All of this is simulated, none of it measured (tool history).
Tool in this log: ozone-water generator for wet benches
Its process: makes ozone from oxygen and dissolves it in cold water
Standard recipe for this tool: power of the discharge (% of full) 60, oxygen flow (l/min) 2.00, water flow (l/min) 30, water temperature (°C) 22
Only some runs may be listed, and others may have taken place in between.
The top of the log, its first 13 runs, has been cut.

run,hour,power of the discharge (% of full),oxygen flow (l/min),water flow (l/min),water temperature (°C),hours of work since the electrodes were changed,hours of work since the contactor was cleaned,hours of work since the thermometer was calibrated,dissolved ozone (ppm),ozone in the gas ahead of the water (g/m3)
14,291.0,60,2.00,22,22,935,349,1753,10.4,227.5
15,308.1,60,2.00,22,22,950,364,1768,10.5,227.0
16,340.7,60,2.00,22,22,978,392,1796,10.4,230.8
17,354.3,60,2.00,22,22,990,403,1808,10.6,231.1
18,382.5,43,2.89,26,25,1014,428,1832,6.6,136.6
19,401.7,60,1.30,29,21,1031,444,1849,7.4,305.2
20,430.9,60,2.00,38,22,1056,470,1874,5.7,227.7
21,462.3,60,2.00,38,22,1083,497,1901,5.7,229.0
22,491.3,60,2.07,30,20,1108,522,1926,7.6,223.2
23,509.3,60,2.00,31,17,1124,537,1942,7.5,227.2
24,524.9,57,2.33,39,21,1137,551,1955,5.2,197.0
25,539.1,57,2.33,39,21,1149,563,1968,5.3,196.3
26,563.8,86,2.00,33,22,1171,584,1989,8.8,296.8
27,594.2,70,2.00,47,23,1197,611,2015,4.9,254.6
28,625.0,70,2.00,47,23,1224,637,2042,4.9,257.2
29,649.8,70,2.00,30,19,1245,659,2063,8.5,255.5
30,677.7,70,2.00,43,19,1269,683,2087,5.5,253.2
31,699.9,66,2.00,20,18,1288,702,2106,12.7,245.1
32,729.9,62,1.47,30,20,1314,728,2132,7.1,287.7
33,762.6,62,1.32,25,20,1342,756,2161,8.7,308.8
34,793.8,61,1.32,22,30,1369,783,2188,9.7,304.8

Alternative continuations, all from the tool just after run 34; predict every row:
A,821.9,60,3.56,30,14,1394,807,2212,?,?
B,821.9,61,3.03,20,22,1394,807,2212,?,?
C,821.9,60,2.00,30,22,1394,807,2212,?,?

run,dissolved ozone (ppm),ozone in the gas ahead of the water (g/m3)
A,8.3,154.1
B,11.5,171.3
C,7.3,224.6
Without the tool's hidden state the same runs would have given:
run,dissolved ozone (ppm),ozone in the gas ahead of the water (g/m3)
A,8.5,157.2
B,11.9,174.8
C,7.5,229.1
